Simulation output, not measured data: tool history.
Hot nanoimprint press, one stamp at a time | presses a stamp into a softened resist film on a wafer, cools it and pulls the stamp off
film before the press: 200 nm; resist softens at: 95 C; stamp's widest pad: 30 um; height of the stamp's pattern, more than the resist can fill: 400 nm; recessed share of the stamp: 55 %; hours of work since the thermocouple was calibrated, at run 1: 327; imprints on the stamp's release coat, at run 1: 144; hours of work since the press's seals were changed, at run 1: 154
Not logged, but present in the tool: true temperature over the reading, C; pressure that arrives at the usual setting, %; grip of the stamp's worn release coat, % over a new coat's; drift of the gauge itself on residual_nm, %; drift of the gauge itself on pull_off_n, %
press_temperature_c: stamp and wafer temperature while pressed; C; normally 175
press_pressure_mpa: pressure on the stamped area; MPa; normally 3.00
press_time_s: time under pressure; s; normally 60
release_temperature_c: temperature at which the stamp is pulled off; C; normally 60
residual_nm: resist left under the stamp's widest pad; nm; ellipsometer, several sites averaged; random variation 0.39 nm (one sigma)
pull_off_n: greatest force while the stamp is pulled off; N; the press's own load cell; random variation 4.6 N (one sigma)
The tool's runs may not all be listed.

run    day  press_temperature_c  press_pressure_mpa  press_time_s  release_temperature_c  hours of work since the thermocouple was calibrated  imprints on the stamp's release coat  hours of work since the press's seals were changed  residual_nm  pull_off_n
  1  0.000                  175                3.00            60                     60                                                  327                                   144                                                 154        105.2         245
  2  0.396                  175                3.00            60                     60                                                  333                                   180                                                 160        104.9         241
  3  0.921                  175                3.00            60                     60                                                  341                                   227                                                 169        105.7         244
  4  1.308                  175                3.00            60                     60                                                  348                                   261                                                 175        106.0         249
  5  1.575                  175                3.00           115                     60                                                  352                                   285                                                 179         82.5         261
  6  1.896                  175                3.00           115                     60                                                  357                                   314                                                 184         82.0         260
  7  2.125                  175                3.00            60                     60                                                  361                                   334                                                 188        105.9         251
  8  2.625                  175                3.00            60                     60                                                  369                                   379                                                 196        105.4         265
  9  3.021                  175                3.00            60                     60                                                  375                                   414                                                 202        106.2         264
 10  3.392                  175                3.00            60                     67                                                  381                                   447                                                 208        105.6         228
 11  3.775                  175                3.00            60                     67                                                  387                                   481                                                 215        105.3         227
 12  4.021                  175                3.00            60                     60                                                  391                                   503                                                 218        105.4         272
 13  4.508                  175                3.00            60                     60                                                  399                                   547                                                 226        107.4         272
 14  4.754                  175                1.95            74                     60                                                  403                                   569                                                 230        115.1         274
 15  5.212                  182                1.95            52                     60                                                  410                                   609                                                 238        108.1         279
 16  5.542                  182                1.95            52                     60                                                  416                                   639                                                 243        108.6         283
 17  5.996                  182                1.95            44                     50                                                  423                                   679                                                 250        115.6         339
 18  6.500                  175                3.00            41                     60                                                  431                                   725                                                 258        121.5         293
 19  6.962                  175                3.22            60                     60                                                  439                                   766                                                 266        103.8         299
 20  7.212                  175                3.22            60                     60                                                  443                                   788                                                 270        104.1         298
 21  7.517                  178                4.36            45                     45                                                  447                                   815                                                 275         95.0         387
 22  7.942                  178                4.36            45                     45                                                  454                                   853                                                 282         95.3         389
 23  8.271                  179                1.94            37                     61                                                  460                                   882                                                 287        130.5         302
 24  8.662                  184                2.30           114                     52                                                  466                                   917                                                 293         70.5         356
 25  9.062                  167                4.14            44                     59                                                  472                                   953                                                 300        132.0         317
 26  9.325                  167                4.14            31                     65                                                  477                                   977                                                 304        144.2         284

4 options for the next run, each taken on its own from the tool as it stands now. Forecast them:
  A  9.671                  167                2.49            31                     56                                                  482                                  1007                                                 309            ?           ?
  B  9.671                  166                2.08            62                     65                                                  482                                  1007                                                 309            ?           ?
  C  9.671                  176                2.40            31                     65                                                  482                                  1007                                                 309            ?           ?
  D  9.671                  182                4.14            98                     58                                                  482                                  1007                                                 309            ?           ?

run  residual_nm  pull_off_n
  A        160.3         340
  B        147.5         287
  C        137.6         288
  D         62.3         325
What these runs would have given with no unlogged condition in the tool:
run  residual_nm  pull_off_n
  A        155.0         242
  B        141.2         202
  C        131.7         202
  D         57.9         230
